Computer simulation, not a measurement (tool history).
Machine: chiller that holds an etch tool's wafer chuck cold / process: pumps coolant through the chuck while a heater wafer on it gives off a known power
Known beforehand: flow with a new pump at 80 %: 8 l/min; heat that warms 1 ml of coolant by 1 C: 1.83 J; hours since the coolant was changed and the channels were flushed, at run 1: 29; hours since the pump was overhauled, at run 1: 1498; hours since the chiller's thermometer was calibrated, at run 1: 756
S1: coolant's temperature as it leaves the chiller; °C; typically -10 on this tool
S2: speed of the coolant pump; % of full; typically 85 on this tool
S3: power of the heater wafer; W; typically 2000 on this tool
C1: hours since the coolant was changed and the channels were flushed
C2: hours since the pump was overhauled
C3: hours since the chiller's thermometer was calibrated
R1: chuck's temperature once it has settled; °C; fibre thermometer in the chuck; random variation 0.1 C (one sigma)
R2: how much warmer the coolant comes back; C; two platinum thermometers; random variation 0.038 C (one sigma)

Run 1, hour 0.0: usual settings; C1 29; C2 1498; C3 756. Result: R1 8.7 °C, R2 8.01 C.
Run 2, hour 97.1: usual settings; C1 126; C2 1595; C3 854. Result: R1 8.9 °C, R2 8.06 C.
Run 3, hour 253.6: usual settings but S3 2679 W; C1 283; C2 1752; C3 1010. Result: R1 15.7 °C, R2 10.94 C.
Run 4, hour 365.7: usual settings but S2 72 % of full, S3 2679 W; C1 395; C2 1864; C3 1122. Result: R1 19.6 °C, R2 12.95 C.
Run 5, hour 485.1: usual settings but S2 72 % of full, S3 2679 W; C1 514; C2 1983; C3 1242. Result: R1 19.8 °C, R2 13.03 C.
Run 6, hour 599.4: usual settings but S2 72 % of full, S3 2679 W; C1 629; C2 2098; C3 1356. Result: R1 20.1 °C, R2 13.11 C.
Run 7, hour 666.3: usual settings but S2 72 % of full, S3 2679 W; C1 695; C2 2165; C3 1423. Result: R1 20.1 °C, R2 13.09 C.
Run 8, hour 785.1: usual settings but S2 72 % of full, S3 2679 W; C1 814; C2 2283; C3 1542. Result: R1 20.5 °C, R2 13.19 C.
Run 9, hour 883.0: usual settings; C1 912; C2 2381; C3 1639. Result: R1 10.2 °C, R2 8.41 C.
Run 10, hour 1035.0: usual settings but S3 1543 W; C1 1064; C2 2533; C3 1792. Result: R1 5.9 °C, R2 6.46 C.
Run 11, hour 1111.9: usual settings but S3 1543 W; C1 1141; C2 2610; C3 1868. Result: R1 6.0 °C, R2 6.49 C.
Run 12, hour 1227.5: usual settings; C1 1257; C2 2726; C3 1984. Result: R1 10.8 °C, R2 8.55 C.
Run 13, hour 1358.4: usual settings; C1 1388; C2 2857; C3 2115. Result: R1 10.8 °C, R2 8.48 C.
Run 14, hour 1503.5: usual settings; C1 1533; C2 3002; C3 2260. Result: R1 11.0 °C, R2 8.56 C.
Run 15, hour 1643.1: usual settings; C1 1672; C2 3141; C3 2400. Result: R1 11.1 °C, R2 8.63 C.
Run 16, hour 1799.6: usual settings; C1 1829; C2 3298; C3 2556. Result: R1 11.6 °C, R2 8.66 C.
Run 17, hour 1925.9: usual settings; C1 1955; C2 3424; C3 2682. Result: R1 11.7 °C, R2 8.74 C.
Run 18, hour 2000.6: usual settings but S2 76 % of full, S3 1153 W; C1 2030; C2 3499; C3 2757. Result: R1 4.3 °C, R2 5.70 C.
Run 19, hour 2069.8: usual settings but S1 -8 °C, S2 64 % of full, S3 1794 W; C1 2099; C2 3568; C3 2826. Result: R1 16.9 °C, R2 10.50 C.
Run 20, hour 2163.9: usual settings but S2 86 % of full; C1 2193; C2 3662; C3 2920. Result: R1 12.0 °C, R2 8.70 C.
Run 21, hour 2260.0: usual settings but S1 -16 °C, S2 80 % of full; C1 2289; C2 3758; C3 3016. Result: R1 7.3 °C, R2 9.41 C.
Run 22, hour 2369.8: usual settings but S2 77 % of full, S3 2313 W; C1 2399; C2 3868; C3 3126. Result: R1 18.0 °C, R2 11.34 C.
At hour 2415.6: coolant pump overhauled.
Run 23, hour 2454.0: usual settings but S3 1573 W; C1 2478; C2 38; C3 3205. Result: R1 6.2 °C, R2 6.11 C.
Run 24, hour 2571.9: usual settings but S1 -5 °C, S3 2926 W; C1 2596; C2 156; C3 3323. Result: R1 24.5 °C, R2 11.42 C.
Run 25, hour 2652.9: usual settings but S2 90 % of full, S3 1973 W; C1 2677; C2 237; C3 3404. Result: R1 9.4 °C, R2 7.24 C.
Run 26, hour 2808.3: usual settings but S1 -7 °C, S2 62 % of full, S3 2411 W; C1 2833; C2 393; C3 3560. Result: R1 25.0 °C, R2 12.97 C.
Run 27, hour 2888.6: usual settings but S1 -7 °C, S2 62 % of full, S3 2411 W; C1 2913; C2 473; C3 3640. Result: R1 25.2 °C, R2 13.01 C.
Run 28, hour 3040.0: usual settings but S1 -5 °C, S3 1105 W; C1 3064; C2 624; C3 3792. Result: R1 7.2 °C, R2 4.36 C.
Run 29, hour 3119.9: usual settings but S1 -5 °C, S3 1105 W; C1 3144; C2 704; C3 3871. Result: R1 7.2 °C, R2 4.39 C.
Run 30, hour 3235.9: usual settings but S1 -18 °C, S2 78 % of full, S3 1602 W; C1 3260; C2 820; C3 3987. Result: R1 0.5 °C, R2 6.98 C.
Run 31, hour 3345.4: usual settings but S2 73 % of full, S3 1443 W; C1 3370; C2 930; C3 4097. Result: R1 7.9 °C, R2 6.66 C.

How the hidden state differs across the entries between the runs, from the last listed run before each to the first after it:
Logged between run 22 and run 23: coolant pump overhauled (hour 2415.6)
  heat passed by the chuck's channels, % of clean ones': 89.9 -> 89.6; flow at a given pump speed, % of a new pump's: 86.5 -> 99.4; coolant's true temperature over the reading, C: 0.9 -> 0.92
  what was measured, less what the result would be without the hidden state, R1: +5.8 -> +2.2 °C; R2: +1.54 -> +0.03 C

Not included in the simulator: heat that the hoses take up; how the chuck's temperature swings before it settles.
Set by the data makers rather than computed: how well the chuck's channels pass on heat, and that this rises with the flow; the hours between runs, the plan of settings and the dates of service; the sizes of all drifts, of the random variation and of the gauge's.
